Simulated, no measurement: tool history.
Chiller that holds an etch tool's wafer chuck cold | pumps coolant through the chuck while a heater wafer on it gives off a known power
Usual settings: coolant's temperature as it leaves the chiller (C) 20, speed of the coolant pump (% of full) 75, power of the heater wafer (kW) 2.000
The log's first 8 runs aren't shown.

| run | hour | coolant's temperature as it leaves the chiller (C) | speed of the coolant pump (% of full) | power of the heater wafer (kW) | hours since the coolant was changed and the channels were flushed | hours since the pump was overhauled | hours since the chiller's thermometer was calibrated | chuck's temperature once it has settled (C) | how much warmer the coolant comes back (C) |
|---|---|---|---|---|---|---|---|---|---|
| 9 | 519.6 | 20 | 75 | 2.000 | 2643 | 1780 | 1170 | 40.7 | 7.51 |
| 10 | 581.9 | 26 | 75 | 2.000 | 2705 | 1843 | 1232 | 46.8 | 7.51 |
| 11 | 622.2 | 26 | 75 | 2.000 | 2746 | 1883 | 1272 | 46.6 | 7.59 |
|  | 629.4 | chiller's thermometer calibrated |
| 12 | 697.7 | 20 | 75 | 2.000 | 2820 | 1957 | 68 | 40.8 | 7.56 |
| 13 | 752.6 | 20 | 75 | 2.000 | 2875 | 2012 | 123 | 40.9 | 7.53 |
|  | 778.1 | chiller's thermometer calibrated, once more |
| 14 | 816.0 | 20 | 75 | 1.189 | 2937 | 2075 | 38 | 32.7 | 4.56 |
| 15 | 871.2 | 20 | 75 | 1.283 | 2993 | 2130 | 93 | 33.5 | 4.87 |
| 16 | 943.2 | 20 | 75 | 1.283 | 3065 | 2202 | 165 | 33.6 | 4.84 |
| 17 | 995.9 | 20 | 75 | 1.283 | 3117 | 2255 | 218 | 33.5 | 4.86 |
| 18 | 1064.7 | 20 | 75 | 1.283 | 3186 | 2323 | 287 | 33.6 | 4.88 |
| 19 | 1132.5 | 24 | 84 | 1.124 | 3254 | 2391 | 354 | 34.8 | 3.79 |
| 20 | 1199.5 | 24 | 84 | 1.124 | 3321 | 2458 | 421 | 35.0 | 3.87 |

Forecast run 21:
| 21 | 1239.9 | 12 | 66 | 1.559 | 3361 | 2499 | 462 | ? | ? |

chuck's temperature once it has settled (C): 30.7
how much warmer the coolant comes back (C): 6.71
Without the tool's hidden state the same run would have given chuck's temperature once it has settled (C) 28.5, how much warmer the coolant comes back (C) 6.48.
